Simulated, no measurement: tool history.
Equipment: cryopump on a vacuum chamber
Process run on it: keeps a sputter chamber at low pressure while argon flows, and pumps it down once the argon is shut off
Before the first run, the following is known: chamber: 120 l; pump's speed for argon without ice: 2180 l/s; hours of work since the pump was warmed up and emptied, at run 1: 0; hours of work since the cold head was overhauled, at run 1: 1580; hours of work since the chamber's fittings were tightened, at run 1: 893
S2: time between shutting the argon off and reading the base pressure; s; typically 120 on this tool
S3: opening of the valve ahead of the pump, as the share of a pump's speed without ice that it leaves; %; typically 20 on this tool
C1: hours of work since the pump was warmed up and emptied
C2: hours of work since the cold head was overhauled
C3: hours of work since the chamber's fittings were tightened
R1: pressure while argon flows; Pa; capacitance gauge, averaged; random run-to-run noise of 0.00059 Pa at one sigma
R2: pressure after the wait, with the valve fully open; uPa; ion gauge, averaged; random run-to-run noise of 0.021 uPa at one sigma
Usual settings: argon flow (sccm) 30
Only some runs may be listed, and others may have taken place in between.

run 1 day=0 | argon_flow_(sccm)=30 S2=120 S3=20 | C1=0 C2=1580 C3=893 | R1=0.1165 R2=0.85
run 2 day=1.767 | argon_flow_(sccm)=30 S2=120 S3=38 | C1=33 C2=1612 C3=926 | R1=0.0626 R2=0.92
run 3 day=3.358 | argon_flow_(sccm)=30 S2=120 S3=38 | C1=62 C2=1642 C3=955 | R1=0.0627 R2=0.97
run 4 day=5.571 | argon_flow_(sccm)=30 S2=120 S3=38 | C1=104 C2=1683 C3=997 | R1=0.0629 R2=1.01
run 5 day=6.85 | argon_flow_(sccm)=30 S2=23 S3=38 | C1=127 C2=1707 C3=1020 | R1=0.0634 R2=2.65
run 6 day=8.867 | argon_flow_(sccm)=22 S2=23 S3=28 | C1=165 C2=1744 C3=1058 | R1=0.0632 R2=2.59
run 7 day=10.758 | argon_flow_(sccm)=36 S2=40 S3=35 | C1=200 C2=1780 C3=1093 | R1=0.0841 R2=1.87
run 8 day=12.038 | argon_flow_(sccm)=36 S2=40 S3=28 | C1=224 C2=1803 C3=1117 | R1=0.1037 R2=1.8
run 9 day=13.958 | argon_flow_(sccm)=29 S2=120 S3=28 | C1=259 C2=1839 C3=1153 | R1=0.0835 R2=1.09
run 10 day=16.017 | argon_flow_(sccm)=29 S2=120 S3=28 | C1=298 C2=1877 C3=1191 | R1=0.0846 R2=1.08

4 ways to go on from here, each from the tool as it stands after run 10. What would each give?
run A day=17.792 | argon_flow_(sccm)=17 S2=120 S3=18 | C1=331 C2=1910 C3=1224 | R1=? R2=?
run B day=17.792 | argon_flow_(sccm)=30 S2=120 S3=36 | C1=331 C2=1910 C3=1224 | R1=? R2=?
run C day=17.792 | argon_flow_(sccm)=14 S2=120 S3=28 | C1=331 C2=1910 C3=1224 | R1=? R2=?
run D day=17.792 | argon_flow_(sccm)=30 S2=22 S3=29 | C1=331 C2=1910 C3=1224 | R1=? R2=?

run=A R1=0.0762 R2=1.17
run=B R1=0.07 R2=1.18
run=C R1=0.0401 R2=1.19
run=D R1=0.085 R2=2.96
Without the tool's unlogged condition, the same runs would have read:
run=A R1=0.0733 R2=0.52
run=B R1=0.0648 R2=0.51
run=C R1=0.0377 R2=0.52
run=D R1=0.0799 R2=2.3

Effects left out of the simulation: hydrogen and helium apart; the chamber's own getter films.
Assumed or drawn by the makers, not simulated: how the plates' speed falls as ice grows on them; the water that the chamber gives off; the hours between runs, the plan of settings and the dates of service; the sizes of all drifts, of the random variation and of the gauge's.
